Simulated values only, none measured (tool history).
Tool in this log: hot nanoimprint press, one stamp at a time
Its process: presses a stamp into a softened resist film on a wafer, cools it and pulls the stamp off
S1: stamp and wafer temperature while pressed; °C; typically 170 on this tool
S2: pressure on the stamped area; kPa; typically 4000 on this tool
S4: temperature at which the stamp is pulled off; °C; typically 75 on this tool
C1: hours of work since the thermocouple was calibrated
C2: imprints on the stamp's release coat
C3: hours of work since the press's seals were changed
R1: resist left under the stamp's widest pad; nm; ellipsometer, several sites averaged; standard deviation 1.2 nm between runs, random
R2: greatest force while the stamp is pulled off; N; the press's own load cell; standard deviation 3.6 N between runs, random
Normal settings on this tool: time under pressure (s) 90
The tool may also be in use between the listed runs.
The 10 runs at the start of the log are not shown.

run 11 hour=211.9 | S1=170 S2=4000 time_under_pressure_(s)=90 S4=75 | C1=392 C2=1162 C3=562 | R1=179.3 R2=186
run 12 hour=234.2 | S1=170 S2=4000 time_under_pressure_(s)=90 S4=75 | C1=404 C2=1203 C3=573 | R1=181.3 R2=194
run 13 hour=263.3 | S1=170 S2=4000 time_under_pressure_(s)=90 S4=75 | C1=418 C2=1256 C3=588 | R1=179.8 R2=197
run 14 hour=283.8 | S1=170 S2=4000 time_under_pressure_(s)=90 S4=75 | C1=429 C2=1293 C3=598 | R1=180.7 R2=202
run 15 hour=309.3 | S1=170 S2=4000 time_under_pressure_(s)=90 S4=75 | C1=441 C2=1339 C3=611 | R1=179 R2=199
run 16 hour=337.6 | S1=170 S2=4000 time_under_pressure_(s)=90 S4=75 | C1=456 C2=1390 C3=625 | R1=179.1 R2=203
run 17 hour=351.8 | S1=165 S2=3820 time_under_pressure_(s)=62 S4=75 | C1=463 C2=1416 C3=633 | R1=254.8 R2=202
run 18 hour=369.2 | S1=165 S2=3820 time_under_pressure_(s)=62 S4=75 | C1=472 C2=1447 C3=641 | R1=257 R2=203
run 19 hour=387.7 | S1=181 S2=5420 time_under_pressure_(s)=83 S4=80 | C1=481 C2=1481 C3=651 | R1=91.4 R2=175
run 20 hour=419.1 | S1=170 S2=5270 time_under_pressure_(s)=90 S4=76 | C1=497 C2=1538 C3=667 | R1=160.1 R2=197
run 21 hour=435.6 | S1=170 S2=5270 time_under_pressure_(s)=90 S4=65 | C1=505 C2=1568 C3=675 | R1=161.7 R2=262
run 22 hour=458.8 | S1=170 S2=5270 time_under_pressure_(s)=90 S4=65 | C1=517 C2=1610 C3=687 | R1=161.1 R2=266

Estimate the outcome of run 23 from the log above:
run 23 hour=481.9 | S1=178 S2=2700 time_under_pressure_(s)=53 S4=73 | C1=528 C2=1651 C3=698 | R1=? R2=?

R1: 171.9 nm
R2: 218 N
Had the tool carried no hidden state, the very same run would have given R1 180.2 nm, R2 182 N.
